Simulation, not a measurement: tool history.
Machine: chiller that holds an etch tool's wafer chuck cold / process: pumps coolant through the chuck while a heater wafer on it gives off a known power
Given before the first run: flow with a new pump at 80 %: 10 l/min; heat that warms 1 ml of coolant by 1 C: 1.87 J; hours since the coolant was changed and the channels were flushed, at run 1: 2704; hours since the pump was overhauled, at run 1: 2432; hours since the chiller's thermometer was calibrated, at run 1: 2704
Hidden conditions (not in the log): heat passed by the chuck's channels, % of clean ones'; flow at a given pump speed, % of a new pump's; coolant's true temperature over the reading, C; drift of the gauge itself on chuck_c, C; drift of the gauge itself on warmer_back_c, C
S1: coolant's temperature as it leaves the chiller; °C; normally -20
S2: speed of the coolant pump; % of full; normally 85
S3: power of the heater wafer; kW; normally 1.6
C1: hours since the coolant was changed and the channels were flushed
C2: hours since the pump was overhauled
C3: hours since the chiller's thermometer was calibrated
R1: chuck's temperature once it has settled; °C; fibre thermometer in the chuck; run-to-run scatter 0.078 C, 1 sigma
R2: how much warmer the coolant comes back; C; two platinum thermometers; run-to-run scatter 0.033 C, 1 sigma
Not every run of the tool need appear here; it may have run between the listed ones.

run 1 hour=0 | S1=-20 S2=85 S3=1.6 | C1=2704 C2=2432 C3=2704 | R1=-10.16 R2=4.87
run 2 hour=48.2 | S1=-20 S2=85 S3=1.6 | C1=2752 C2=2480 C3=2752 | R1=-10.06 R2=4.87
run 3 hour=100.5 | S1=-20 S2=85 S3=1.6 | C1=2804 C2=2533 C3=2804 | R1=-10.12 R2=4.89
run 4 hour=147.9 | S1=-20 S2=85 S3=1.6 | C1=2852 C2=2580 C3=2852 | R1=-10.21 R2=4.89
run 5 hour=213.6 | S1=-20 S2=85 S3=1.6 | C1=2918 C2=2646 C3=2918 | R1=-10.21 R2=4.89
run 6 hour=247.3 | S1=-20 S2=85 S3=1.6 | C1=2951 C2=2680 C3=2951 | R1=-10.11 R2=4.87
-- hour=303.9 chiller's thermometer calibrated
run 7 hour=312.6 | S1=-20 S2=85 S3=1.6 | C1=3016 C2=2744 C3=9 | R1=-10.08 R2=4.89
run 8 hour=360.3 | S1=-20 S2=85 S3=1.6 | C1=3063 C2=2792 C3=56 | R1=-10.14 R2=4.99
run 9 hour=404.7 | S1=-20 S2=85 S3=1.355 | C1=3108 C2=2836 C3=101 | R1=-11.51 R2=4.17
run 10 hour=444.5 | S1=-20 S2=85 S3=1.6 | C1=3147 C2=2876 C3=141 | R1=-10.14 R2=4.98
run 11 hour=479.4 | S1=-20 S2=85 S3=1.6 | C1=3182 C2=2911 C3=175 | R1=-9.95 R2=4.91
run 12 hour=547.3 | S1=-20 S2=85 S3=1.127 | C1=3250 C2=2979 C3=243 | R1=-13 R2=3.54
run 13 hour=586.3 | S1=-20 S2=85 S3=1.127 | C1=3289 C2=3018 C3=282 | R1=-13.1 R2=3.59
run 14 hour=623.5 | S1=-20 S2=85 S3=1.127 | C1=3326 C2=3055 C3=320 | R1=-13.07 R2=3.6
run 15 hour=670.3 | S1=-20 S2=97 S3=1.6 | C1=3373 C2=3102 C3=366 | R1=-11.19 R2=4.46
run 16 hour=734.3 | S1=-20 S2=85 S3=1.6 | C1=3437 C2=3166 C3=430 | R1=-10.05 R2=5.1
run 17 hour=800.4 | S1=-17 S2=77 S3=1.6 | C1=3503 C2=3232 C3=496 | R1=-6.05 R2=5.61
run 18 hour=836.9 | S1=-28 S2=85 S3=1.6 | C1=3540 C2=3268 C3=533 | R1=-17.96 R2=5.13
run 19 hour=890.6 | S1=-28 S2=61 S3=1.6 | C1=3594 C2=3322 C3=587 | R1=-14.61 R2=7.02
run 20 hour=956.5 | S1=-28 S2=61 S3=1.6 | C1=3659 C2=3388 C3=653 | R1=-14.61 R2=7.05
run 21 hour=993.5 | S1=-17 S2=100 S3=1.344 | C1=3696 C2=3425 C3=690 | R1=-9.72 R2=3.69
run 22 hour=1046.3 | S1=-12 S2=100 S3=1.344 | C1=3749 C2=3478 C3=742 | R1=-4.79 R2=3.78
run 23 hour=1092.8 | S1=-12 S2=100 S3=2.369 | C1=3796 C2=3524 C3=789 | R1=0.73 R2=6.41
run 24 hour=1152.3 | S1=-18 S2=91 S3=1.396 | C1=3855 C2=3584 C3=848 | R1=-9.89 R2=4.25
run 25 hour=1219.4 | S1=-10 S2=72 S3=1.196 | C1=3922 C2=3651 C3=915 | R1=-1.41 R2=4.68
run 26 hour=1249.7 | S1=-27 S2=72 S3=1.128 | C1=3953 C2=3681 C3=946 | R1=-18.96 R2=4.41
run 27 hour=1293.9 | S1=-27 S2=72 S3=1.128 | C1=3997 C2=3725 C3=990 | R1=-18.92 R2=4.36
run 28 hour=1350.9 | S1=-26 S2=85 S3=1.437 | C1=4054 C2=3782 C3=1047 | R1=-17.11 R2=4.72
run 29 hour=1404.9 | S1=-26 S2=68 S3=1.244 | C1=4108 C2=3836 C3=1101 | R1=-16.58 R2=5.14
run 30 hour=1443.3 | S1=-26 S2=76 S3=1.741 | C1=4146 C2=3875 C3=1139 | R1=-13.92 R2=6.36
-- hour=1454.8 gauge calibrated
run 31 hour=1474.2 | S1=-26 S2=69 S3=1.889 | C1=4177 C2=3905 C3=1170 | R1=-11.79 R2=7.05

5 ways to go on from here, each from the tool as it stands after run 31. What would each give?
run A hour=1502.7 | S1=-23 S2=69 S3=1.181 | C1=4206 C2=3934 C3=1199 | R1=? R2=?
run B hour=1502.7 | S1=-14 S2=77 S3=1.6 | C1=4206 C2=3934 C3=1199 | R1=? R2=?
run C hour=1502.7 | S1=-20 S2=92 S3=1.6 | C1=4206 C2=3934 C3=1199 | R1=? R2=?
run D hour=1502.7 | S1=-26 S2=65 S3=1.889 | C1=4206 C2=3934 C3=1199 | R1=? R2=?
run E hour=1502.7 | S1=-20 S2=61 S3=1.127 | C1=4206 C2=3934 C3=1199 | R1=? R2=?

run=A R1=-14.21 R2=4.4
run=B R1=-3.01 R2=5.22
run=C R1=-10.65 R2=4.46
run=D R1=-10.96 R2=7.49
run=E R1=-10.58 R2=4.74
With no hidden state in the tool, these same runs would have given:
run=A R1=-14.23 R2=4.37
run=B R1=-3.04 R2=5.2
run=C R1=-10.67 R2=4.44
run=D R1=-11 R2=7.46
run=E R1=-10.6 R2=4.72
